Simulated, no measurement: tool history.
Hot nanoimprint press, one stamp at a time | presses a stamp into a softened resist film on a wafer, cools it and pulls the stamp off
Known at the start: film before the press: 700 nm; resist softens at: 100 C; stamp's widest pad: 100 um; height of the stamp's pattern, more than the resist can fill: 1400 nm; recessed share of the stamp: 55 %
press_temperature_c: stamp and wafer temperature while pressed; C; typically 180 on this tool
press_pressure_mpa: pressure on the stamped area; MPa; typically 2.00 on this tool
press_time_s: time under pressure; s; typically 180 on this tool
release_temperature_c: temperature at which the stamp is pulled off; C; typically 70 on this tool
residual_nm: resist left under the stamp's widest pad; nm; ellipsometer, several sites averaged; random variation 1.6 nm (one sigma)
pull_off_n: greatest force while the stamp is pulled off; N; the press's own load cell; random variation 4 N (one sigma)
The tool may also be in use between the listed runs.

run,hour,press_temperature_c,press_pressure_mpa,press_time_s,release_temperature_c,residual_nm,pull_off_n
1,0.0,180,2.00,180,70,270.2,263
2,59.6,180,2.00,180,70,269.7,272
3,118.3,180,2.00,180,70,276.4,280
4,159.6,177,2.00,180,70,301.5,268
5,230.3,177,2.00,180,70,303.2,281
6,287.4,177,2.00,180,70,308.7,287
7,332.1,177,2.00,180,70,305.9,286
# hour 371.5: plate thermocouple calibrated
8,385.9,180,2.00,180,70,259.0,288
9,442.1,180,2.00,180,70,261.8,283
10,477.3,180,1.49,180,70,290.9,298
11,551.6,174,2.00,180,70,319.2,305
12,599.5,180,2.00,180,70,263.3,309
13,641.1,180,2.00,180,70,261.5,307
14,701.5,180,2.00,180,70,261.0,317
# hour 743.0: stamp cleaned and given a new release coat
15,743.0,179,2.00,180,70,275.2,200
16,814.4,179,1.22,180,70,335.9,194
17,895.5,168,3.16,135,71,375.4,199
18,962.4,168,3.16,135,71,382.5,211
19,1028.8,168,3.16,135,71,384.0,216
20,1079.1,168,3.16,135,71,381.1,219
21,1145.0,175,2.00,93,58,410.2,241
22,1210.9,180,2.00,208,78,260.3,215
23,1263.9,175,1.97,255,70,286.8,233
24,1302.0,176,2.09,269,65,265.6,244
25,1365.2,169,1.47,180,70,444.8,247
# hour 1373.7: plate thermocouple calibrated
26,1452.1,169,1.47,180,70,411.7,243
27,1514.9,177,2.20,98,70,354.2,249
28,1571.4,168,2.63,248,64,314.1,261
29,1635.8,182,2.54,325,56,170.8,281

Branching from run 29: 3 alternative next runs. What would each branch give?
# hour 1681.7: press's hydraulic seals changed and the load cell set to zero
A,1704.6,180,2.00,207,55,?,?
# hour 1681.7: press's hydraulic seals changed and the load cell set to zero
B,1704.6,180,2.47,180,70,?,?
# hour 1681.7: press's hydraulic seals changed and the load cell set to zero
C,1704.6,174,2.00,180,63,?,?

run,residual_nm,pull_off_n
A,244.2,290
B,236.1,258
C,315.6,263
Take away the tool's hidden state, keep each run's random variation, and the runs would have read:
run,residual_nm,pull_off_n
A,242.2,217
B,234.4,194
C,313.1,197
